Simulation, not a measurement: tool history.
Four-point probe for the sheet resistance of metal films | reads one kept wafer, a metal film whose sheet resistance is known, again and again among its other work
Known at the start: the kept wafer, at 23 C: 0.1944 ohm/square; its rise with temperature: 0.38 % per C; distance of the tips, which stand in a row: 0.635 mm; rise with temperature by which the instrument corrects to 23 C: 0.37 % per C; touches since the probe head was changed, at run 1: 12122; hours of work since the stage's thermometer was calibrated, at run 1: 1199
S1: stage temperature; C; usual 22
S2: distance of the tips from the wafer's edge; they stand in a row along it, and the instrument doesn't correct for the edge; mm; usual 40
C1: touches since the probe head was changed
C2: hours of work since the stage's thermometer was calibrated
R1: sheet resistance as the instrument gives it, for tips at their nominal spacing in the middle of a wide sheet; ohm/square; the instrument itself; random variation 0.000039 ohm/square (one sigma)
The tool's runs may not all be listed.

| run | hour | S1 | S2 | C1 | C2 | R1 |
|---|---|---|---|---|---|---|
| 1 | 0 | 22 | 40 | 12122 | 1199 | 0.19424 |
| 2 | 33.5 | 22 | 40 | 12545 | 1213 | 0.194311 |
| 3 | 97.7 | 22 | 40 | 13357 | 1239 | 0.194339 |
| 4 | 126.8 | 22 | 40 | 13724 | 1251 | 0.194345 |
| 5 | 160.8 | 22 | 40 | 14154 | 1265 | 0.194336 |
| 6 | 194.3 | 22 | 40 | 14577 | 1278 | 0.194326 |
| 7 | 221.3 | 22 | 26 | 14919 | 1290 | 0.19436 |
| 8 | 268.1 | 22 | 6 | 15510 | 1309 | 0.195427 |
| 9 | 320.5 | 22 | 30 | 16172 | 1330 | 0.194278 |
| 10 | 351.5 | 32 | 10 | 16564 | 1343 | 0.195075 |
| 11 | 391.8 | 32 | 10 | 17073 | 1359 | 0.195048 |
| 12 | 456.4 | 23 | 10 | 17890 | 1386 | 0.194848 |
| 13 | 507.1 | 26 | 10 | 18530 | 1407 | 0.194916 |
|  | 513.7 | stage's thermometer calibrated |
| 14 | 566.5 | 25 | 3 | 19275 | 22 | 0.19922 |
| 15 | 599.5 | 30 | 10 | 19692 | 35 | 0.195226 |
| 16 | 629.1 | 30 | 10 | 20067 | 47 | 0.195232 |
| 17 | 661.9 | 30 | 10 | 20480 | 61 | 0.195287 |
| 18 | 704.9 | 23 | 42 | 21025 | 78 | 0.194639 |

3 ways to go on from here, each from the tool as it stands after run 18. What would each give?
| A | 746.5 | 19 | 7 | 21550 | 95 | ? |
| B | 746.5 | 25 | 42 | 21550 | 95 | ? |
| C | 746.5 | 20 | 13 | 21550 | 95 | ? |

| run | R1 |
|---|---|
| A | 0.195358 |
| B | 0.194706 |
| C | 0.194747 |
Without the tool's hidden state the same runs would have given:
| run | R1 |
|---|---|
| A | 0.195124 |
| B | 0.194485 |
| C | 0.194516 |

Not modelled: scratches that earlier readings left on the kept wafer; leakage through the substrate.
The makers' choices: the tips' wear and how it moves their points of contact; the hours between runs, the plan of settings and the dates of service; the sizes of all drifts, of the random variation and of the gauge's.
